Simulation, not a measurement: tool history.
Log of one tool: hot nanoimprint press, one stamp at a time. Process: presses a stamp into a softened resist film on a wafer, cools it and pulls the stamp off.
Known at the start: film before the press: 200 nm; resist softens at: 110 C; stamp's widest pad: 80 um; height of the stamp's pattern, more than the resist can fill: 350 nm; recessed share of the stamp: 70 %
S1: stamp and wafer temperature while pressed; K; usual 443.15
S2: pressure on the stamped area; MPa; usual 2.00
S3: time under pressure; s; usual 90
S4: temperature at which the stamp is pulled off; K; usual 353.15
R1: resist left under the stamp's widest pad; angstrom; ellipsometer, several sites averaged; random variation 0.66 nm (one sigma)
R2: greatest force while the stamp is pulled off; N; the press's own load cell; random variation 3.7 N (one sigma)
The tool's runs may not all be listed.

run,day,S1,S2,S3,S4,R1,R2
1,0.000,443.15,2.00,90,353.15,744,189
2,0.379,443.15,1.88,90,353.15,759,198
3,0.646,443.15,1.88,90,353.15,778,205
4,0.933,443.15,2.00,90,353.15,743,199
5,1.300,443.15,2.00,90,353.15,744,199
6,1.658,443.15,2.00,90,353.15,752,200
7,1.917,443.15,2.00,90,353.15,760,192
8,2.179,443.15,2.00,90,353.15,748,196
9,2.450,443.15,2.00,90,353.15,756,205
# day 2.617: plate thermocouple calibrated
10,3.033,434.15,1.85,125,359.15,1086,184
11,3.400,439.15,2.00,46,353.15,1169,204
12,3.712,439.15,2.00,46,353.15,1151,217
# day 4.171: plate thermocouple calibrated, once more
13,4.308,443.15,1.52,90,353.15,824,211

The same runs without the tool's hidden state, with the same run-to-run variation:
The hidden state here: true temperature over the reading, C; pressure that arrives at the usual setting, %; grip of the stamp's worn release coat, % over a new coat's; drift of the gauge itself on residual_nm, %; drift of the gauge itself on pull_off_n, %.
run,R1,R2
1,705,175
2,719,182
3,737,187
4,702,181
5,703,180
6,710,179
7,717,171
8,706,174
9,713,181
10,1007,161
11,1093,176
12,1075,187
13,818,184

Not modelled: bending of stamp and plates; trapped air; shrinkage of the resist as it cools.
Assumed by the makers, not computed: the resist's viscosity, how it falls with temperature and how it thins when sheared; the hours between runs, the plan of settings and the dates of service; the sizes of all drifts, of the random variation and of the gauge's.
